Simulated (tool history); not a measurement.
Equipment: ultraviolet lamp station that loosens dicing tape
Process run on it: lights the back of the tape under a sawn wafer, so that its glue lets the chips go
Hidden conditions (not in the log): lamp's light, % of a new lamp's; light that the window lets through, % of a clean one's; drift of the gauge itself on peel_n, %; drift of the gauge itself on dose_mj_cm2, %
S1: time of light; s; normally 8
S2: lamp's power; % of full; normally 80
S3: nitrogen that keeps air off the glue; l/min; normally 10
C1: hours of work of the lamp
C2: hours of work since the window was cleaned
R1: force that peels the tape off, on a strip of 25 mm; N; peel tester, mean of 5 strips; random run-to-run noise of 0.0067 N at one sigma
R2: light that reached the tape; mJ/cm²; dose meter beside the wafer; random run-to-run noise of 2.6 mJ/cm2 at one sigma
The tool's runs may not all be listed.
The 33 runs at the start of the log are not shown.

| run | day | S1 | S2 | S3 | C1 | C2 | R1 | R2 |
|---|---|---|---|---|---|---|---|---|
| 34 | 31.262 | 7 | 100 | 11 | 868 | 111 | 0.223 | 298 |
| 35 | 32.471 | 8 | 80 | 10 | 890 | 133 | 0.249 | 266 |
| 36 | 33.55 | 4 | 80 | 5 | 909 | 152 | 1.107 | 134 |
| 37 | 34.196 | 4 | 80 | 5 | 921 | 164 | 1.113 | 134 |
| 38 | 34.879 | 4 | 80 | 5 | 933 | 176 | 1.071 | 135 |
| 39 | 35.933 | 6 | 72 | 14 | 952 | 195 | 0.433 | 175 |
| 40 | 36.542 | 4 | 70 | 8 | 963 | 206 | 1.043 | 115 |
| 41 | 37.529 | 12 | 85 | 4 | 980 | 223 | 0.262 | 414 |
| 42 | 38.717 | 8 | 72 | 10 | 1001 | 244 | 0.334 | 234 |
| 43 | 39.288 | 8 | 71 | 3 | 1012 | 255 | 0.734 | 223 |

Below are 4 alternative next runs, each starting from the tool's condition after run 43. Predict each:
| A | 40.338 | 13 | 79 | 6 | 1030 | 273 | ? | ? |
| B | 40.338 | 13 | 67 | 10 | 1030 | 273 | ? | ? |
| C | 40.338 | 4 | 67 | 14 | 1030 | 273 | ? | ? |
| D | 40.338 | 7 | 80 | 20 | 1030 | 273 | ? | ? |

| run | R1 | R2 |
|---|---|---|
| A | 0.215 | 407 |
| B | 0.201 | 345 |
| C | 0.885 | 102 |
| D | 0.263 | 224 |
The same runs, with their run-to-run variation unchanged, on a tool lacking any hidden condition would have given:
| run | R1 | R2 |
|---|---|---|
| A | 0.186 | 507 |
| B | 0.174 | 430 |
| C | 0.661 | 129 |
| D | 0.209 | 279 |
